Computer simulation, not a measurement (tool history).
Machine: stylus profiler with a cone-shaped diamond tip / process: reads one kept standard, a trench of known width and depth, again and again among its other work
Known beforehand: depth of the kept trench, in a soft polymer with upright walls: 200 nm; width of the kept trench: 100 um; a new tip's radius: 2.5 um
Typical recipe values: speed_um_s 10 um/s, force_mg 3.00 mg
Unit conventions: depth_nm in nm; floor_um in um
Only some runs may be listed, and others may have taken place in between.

run	hour	speed_um_s	force_mg	depth_nm	floor_um
1	0.0	10	3.00	202.11	97.69
2	20.3	34	3.00	202.31	97.64
3	46.8	34	3.00	202.14	97.51
4	74.6	34	3.00	202.36	97.55
5	115.2	10	3.00	202.21	97.72
6	137.2	10	3.00	202.12	97.62
7	165.9	35	3.00	202.29	97.51
8	197.6	10	3.00	202.22	97.60
9	236.6	10	3.00	202.22	97.59
10	255.8	10	3.00	202.19	97.60
11	295.5	10	3.00	202.19	97.59
12	313.9	10	3.00	202.30	97.62
13	335.6	10	5.06	202.98	97.62
14	374.9	10	3.00	202.25	97.61
15	400.5	10	3.00	202.31	97.57
16	436.4	28	5.62	203.22	97.50
17	462.7	5	7.04	203.75	97.60
18	491.8	10	6.34	203.40	97.55
19	523.9	10	6.34	203.43	97.48
20	552.4	18	3.42	202.44	97.53
21	569.5	10	5.81	203.27	97.51
22	609.2	10	5.81	203.37	97.49
23	643.0	32	1.04	201.38	97.32
24	680.2	32	1.04	201.35	97.30
25	705.8	32	1.04	201.37	97.37
26	734.0	14	1.30	201.55	97.38
27	759.9	14	1.30	201.52	97.41
28	784.5	21	6.04	203.44	97.40
29	813.9	18	8.37	204.18	97.48

Hidden state or all else? Some run-to-run changes of depth_nm, split into what the settings, what came in and random variation would give without the hidden state, and what is left for the hidden state (with any gauge scatter that isn't in both results):
The tool's hidden condition here consists of: radius of the tip, um; height scale over the true one, %; drift of the gauge itself on depth_nm, %; drift of the gauge itself on floor_um, %.
Run 1 -> 2: speed_um_s 10 -> 34. depth_nm +0.20 nm: hidden state +0.01, all else +0.19.
Run 3 -> 4: no setting changed, nothing entered. depth_nm +0.22 nm: hidden state +0.01, all else +0.21.
Run 22 -> 23: speed_um_s 10 -> 32, force_mg 5.81 -> 1.04. depth_nm -1.99 nm: hidden state +0.00, all else -1.99.
Run 27 -> 28: speed_um_s 14 -> 21, force_mg 1.30 -> 6.04. depth_nm +1.92 nm: hidden state +0.01, all else +1.91.
